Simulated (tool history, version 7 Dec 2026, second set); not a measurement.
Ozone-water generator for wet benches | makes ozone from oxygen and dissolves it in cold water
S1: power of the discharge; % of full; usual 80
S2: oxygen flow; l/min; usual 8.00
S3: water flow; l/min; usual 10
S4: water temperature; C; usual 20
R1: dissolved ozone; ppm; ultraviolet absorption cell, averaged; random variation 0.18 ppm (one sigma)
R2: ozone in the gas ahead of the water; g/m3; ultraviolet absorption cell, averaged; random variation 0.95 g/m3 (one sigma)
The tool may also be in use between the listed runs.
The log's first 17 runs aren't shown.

Run 18, hour 1404.2: usual settings but S1 63 % of full, S2 4.53 l/min, S4 13 C. Result: R1 21.8 ppm, R2 160.0 g/m3.
Run 19, hour 1481.9: usual settings but S2 7.01 l/min, S3 7 l/min. Result: R1 27.5 ppm, R2 163.3 g/m3.
Run 20, hour 1564.4: usual settings but S2 7.01 l/min, S3 7 l/min. Result: R1 27.5 ppm, R2 162.9 g/m3.
Run 21, hour 1661.9: usual settings but S1 54 % of full, S2 9.44 l/min, S3 7 l/min, S4 13 C. Result: R1 23.2 ppm, R2 109.2 g/m3.
Run 22, hour 1716.1: usual settings but S2 8.85 l/min, S3 15 l/min. Result: R1 16.9 ppm, R2 148.6 g/m3.
Run 23, hour 1800.5: usual settings but S1 99 % of full, S2 9.13 l/min, S3 8 l/min, S4 19 C. Result: R1 29.8 ppm, R2 175.1 g/m3.
Run 24, hour 1859.2: usual settings but S2 6.63 l/min, S3 15 l/min, S4 27 C. Result: R1 15.1 ppm, R2 167.1 g/m3.
Run 25, hour 1957.1: usual settings but S2 6.63 l/min, S3 9 l/min, S4 16 C. Result: R1 25.9 ppm, R2 165.6 g/m3.
Run 26, hour 2007.1: usual settings but S3 16 l/min. Result: R1 16.5 ppm, R2 155.4 g/m3.
Run 27, hour 2066.5: usual settings but S3 16 l/min. Result: R1 16.4 ppm, R2 154.7 g/m3.
Run 28, hour 2135.4: usual settings but S1 55 % of full, S2 11.63 l/min, S3 7 l/min, S4 13 C. Result: R1 22.5 ppm, R2 102.2 g/m3.
Run 29, hour 2202.3: usual settings but S1 55 % of full, S2 11.63 l/min, S3 7 l/min, S4 13 C. Result: R1 22.4 ppm, R2 100.6 g/m3.
Run 30, hour 2281.1: usual settings but S1 55 % of full, S2 11.63 l/min, S3 7 l/min, S4 13 C. Result: R1 22.7 ppm, R2 102.1 g/m3.
Run 31, hour 2375.6: usual settings but S1 55 % of full, S2 11.63 l/min, S3 7 l/min, S4 13 C. Result: R1 22.2 ppm, R2 100.1 g/m3.
Run 32, hour 2490.1: usual settings but S1 47 % of full, S2 5.69 l/min, S3 8 l/min. Result: R1 17.2 ppm, R2 116.7 g/m3.

5 ways to go on from here, each from the tool as it stands after run 32. What would each give?
At hour 2530.1: contactor cleaned.
Run A, hour 2591.7: usual settings but S1 47 % of full, S2 5.69 l/min, S3 8 l/min. Result: R1 ?, R2 ?.
At hour 2530.1: contactor cleaned.
Run B, hour 2591.7: usual settings but S1 47 % of full, S2 5.69 l/min, S3 8 l/min, S4 13 C. Result: R1 ?, R2 ?.
At hour 2530.1: contactor cleaned.
Run C, hour 2591.7: usual settings but S2 11.16 l/min, S4 13 C. Result: R1 ?, R2 ?.
At hour 2530.1: contactor cleaned.
Run D, hour 2591.7: usual settings but S1 47 % of full, S2 5.69 l/min, S3 13 l/min, S4 14 C. Result: R1 ?, R2 ?.
At hour 2530.1: contactor cleaned.
Run E, hour 2591.7: usual settings but S2 14.35 l/min, S3 11 l/min. Result: R1 ?, R2 ?.

run    R1     R2
  A  18.3  117.2
  B  21.5  116.6
  C  26.8  136.5
  D  15.2  118.2
  E  20.5  121.4
Without the tool's hidden state the same runs would have given:
run    R1     R2
  A  19.0  121.1
  B  22.3  120.5
  C  28.4  143.8
  D  15.8  122.2
  E  21.7  127.9
